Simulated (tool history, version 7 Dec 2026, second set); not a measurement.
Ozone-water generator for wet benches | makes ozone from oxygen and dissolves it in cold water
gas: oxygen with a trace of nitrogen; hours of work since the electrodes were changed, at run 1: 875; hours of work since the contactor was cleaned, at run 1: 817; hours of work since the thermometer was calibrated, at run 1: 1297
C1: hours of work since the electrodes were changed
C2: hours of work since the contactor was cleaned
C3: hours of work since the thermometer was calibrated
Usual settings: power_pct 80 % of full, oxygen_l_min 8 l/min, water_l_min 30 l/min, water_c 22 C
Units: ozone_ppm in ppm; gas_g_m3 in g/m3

{"run": 1, "hour": 0.0, "power_pct": 80, "oxygen_l_min": 8, "water_l_min": 30, "water_c": 22, "C1": 875, "C2": 817, "C3": 1297, "ozone_ppm": 17.6, "gas_g_m3": 233.3}
{"run": 2, "hour": 25.6, "power_pct": 80, "oxygen_l_min": 8, "water_l_min": 25, "water_c": 22, "C1": 890, "C2": 833, "C3": 1312, "ozone_ppm": 19.9, "gas_g_m3": 231.8}
{"run": 3, "hour": 42.6, "power_pct": 97, "oxygen_l_min": 8, "water_l_min": 30, "water_c": 22, "C1": 901, "C2": 843, "C3": 1323, "ozone_ppm": 20.9, "gas_g_m3": 276.2}
{"run": 4, "hour": 68.6, "power_pct": 80, "oxygen_l_min": 8, "water_l_min": 30, "water_c": 17, "C1": 917, "C2": 859, "C3": 1338, "ozone_ppm": 18.8, "gas_g_m3": 231.8}
{"run": 5, "hour": 94.3, "power_pct": 80, "oxygen_l_min": 8, "water_l_min": 30, "water_c": 17, "C1": 932, "C2": 875, "C3": 1354, "ozone_ppm": 18.7, "gas_g_m3": 231.5}
{"run": 6, "hour": 111.7, "power_pct": 80, "oxygen_l_min": 8, "water_l_min": 30, "water_c": 17, "C1": 943, "C2": 885, "C3": 1365, "ozone_ppm": 18.9, "gas_g_m3": 229.6}
{"run": 7, "hour": 126.6, "power_pct": 80, "oxygen_l_min": 8, "water_l_min": 30, "water_c": 17, "C1": 952, "C2": 895, "C3": 1374, "ozone_ppm": 18.8, "gas_g_m3": 233.8}
{"run": 8, "hour": 154.7, "power_pct": 80, "oxygen_l_min": 8, "water_l_min": 30, "water_c": 22, "C1": 969, "C2": 912, "C3": 1391, "ozone_ppm": 17.5, "gas_g_m3": 233.6}
{"run": 9, "hour": 189.4, "power_pct": 80, "oxygen_l_min": 8, "water_l_min": 30, "water_c": 22, "C1": 990, "C2": 933, "C3": 1412, "ozone_ppm": 17.4, "gas_g_m3": 230.1}
{"run": 10, "hour": 221.3, "power_pct": 80, "oxygen_l_min": 8, "water_l_min": 30, "water_c": 22, "C1": 1010, "C2": 952, "C3": 1432, "ozone_ppm": 17.5, "gas_g_m3": 230.8}
{"run": 11, "hour": 254.8, "power_pct": 80, "oxygen_l_min": 8, "water_l_min": 30, "water_c": 22, "C1": 1030, "C2": 973, "C3": 1452, "ozone_ppm": 17.4, "gas_g_m3": 229.3}
{"run": 12, "hour": 288.3, "power_pct": 50, "oxygen_l_min": 8, "water_l_min": 39, "water_c": 22, "C1": 1051, "C2": 993, "C3": 1473, "ozone_ppm": 9.4, "gas_g_m3": 153.5}
{"run": 13, "hour": 312.9, "power_pct": 97, "oxygen_l_min": 8, "water_l_min": 30, "water_c": 21, "C1": 1066, "C2": 1008, "C3": 1488, "ozone_ppm": 21.1, "gas_g_m3": 273.2}
{"run": 14, "hour": 328.2, "power_pct": 80, "oxygen_l_min": 8, "water_l_min": 30, "water_c": 27, "C1": 1075, "C2": 1018, "C3": 1497, "ozone_ppm": 16.1, "gas_g_m3": 230.2}
{"run": 15, "hour": 363.7, "power_pct": 48, "oxygen_l_min": 8, "water_l_min": 30, "water_c": 22, "C1": 1097, "C2": 1039, "C3": 1519, "ozone_ppm": 11.1, "gas_g_m3": 146.8}

Forecast run 16:
{"run": 16, "hour": 397.0, "power_pct": 80, "oxygen_l_min": 8, "water_l_min": 19, "water_c": 14, "C1": 1117, "C2": 1060, "C3": 1539, "ozone_ppm": "?", "gas_g_m3": "?"}

Run 16 gave ozone_ppm 28.2 ppm, gas_g_m3 231.0 g/m3.
Without the tool's hidden state the same run would have given ozone_ppm 28.2 ppm, gas_g_m3 233.6 g/m3.
